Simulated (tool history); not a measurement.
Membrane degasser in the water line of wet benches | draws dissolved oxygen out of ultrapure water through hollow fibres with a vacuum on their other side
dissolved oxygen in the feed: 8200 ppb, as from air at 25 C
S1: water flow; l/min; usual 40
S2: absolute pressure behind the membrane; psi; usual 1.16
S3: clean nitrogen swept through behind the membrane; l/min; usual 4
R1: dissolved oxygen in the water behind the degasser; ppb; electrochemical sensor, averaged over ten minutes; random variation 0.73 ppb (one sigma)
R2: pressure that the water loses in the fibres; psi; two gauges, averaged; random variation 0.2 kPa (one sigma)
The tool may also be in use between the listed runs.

run	hour	S1	S2	S3	R1	R2
1	0	40	1.16	4	125.3	6.419
2	61.1	40	1.16	4	123.7	6.389
3	103.8	40	1.16	2.63	178.2	6.425
4	161.3	40	1.16	4	124.4	6.444
5	219.2	40	1.16	4	123.9	6.441
6	280	40	1.16	4	124	6.456
7	323	40	1.16	4	124.7	6.425
8	386.3	40	2.743	4	369.6	6.376
9	447.2	40	1.16	1.91	235.7	6.473
10	504.7	40	1.16	1.91	232.2	6.329
11	538.4	40	1.16	1.91	232.3	6.464
12	601.8	40	1.16	4	125.3	6.456
13	639.1	40	1.16	4	125.2	6.437
14	672.4	40	1.16	4	123.5	6.469
15	709.6	40	1.16	4	126.1	6.451
16	751.6	40	1.16	4	126.6	6.434
17	813.8	40	1.024	4	103.4	6.528
# hour 819.3: vacuum gauge calibrated
18	854.6	25	2.849	4.65	213.5	4.02
19	896.4	25	2.849	4.28	232.2	4.048
20	956.7	33	1.192	6.9	64.4	5.319
21	992.3	33	1.192	6.9	64.5	5.359
22	1023.3	31	1.16	1.66	206	5.011
23	1086.9	52	2.184	4.44	354.4	8.37
24	1144.2	32	1.537	6.78	89.9	5.15
# hour 1173.6: vacuum gauge calibrated, once more
25	1212.2	55	2.722	5.58	397.6	8.856
26	1257	36	0.804	1.8	108.1	5.82
27	1290.6	54	1.188	2.75	260.7	8.741
28	1340.3	41	1.188	2.57	192	6.644
29	1372.6	40	1.16	2.4	189.9	6.511
30	1414.5	40	1.16	2.4	189.8	6.47
31	1474.2	36	1.16	8.12	59.1	5.841
32	1519.2	40	0.847	3.69	77.3	6.53

The same runs without the tool's hidden state, with the same run-to-run variation:
The hidden state here: membrane still open, %; true pressure behind the membrane over the reading, kPa; air that leaks in behind the membrane, l/min; drift of the gauge itself on oxygen_ppb, %; drift of the gauge itself on loss_of_pressure_kpa, %.
run	R1	R2
1	122.2	6.312
2	120.5	6.279
3	174	6.312
4	121	6.329
5	120.5	6.324
6	120.5	6.335
7	121.1	6.303
8	365.5	6.253
9	229.7	6.345
10	226.2	6.2
11	226.2	6.334
12	121.2	6.324
13	121.1	6.302
14	119.5	6.332
15	121.8	6.313
16	122.3	6.295
17	99.1	6.386
18	210.4	3.931
19	228.8	3.957
20	61.7	5.197
21	61.8	5.236
22	198.5	4.895
23	345	8.17
24	87.1	5.026
25	391.6	8.638
26	107.8	5.677
27	255.5	8.524
28	190.2	6.476
29	188.3	6.345
30	188.1	6.303
31	57.8	5.688
32	75.5	6.357
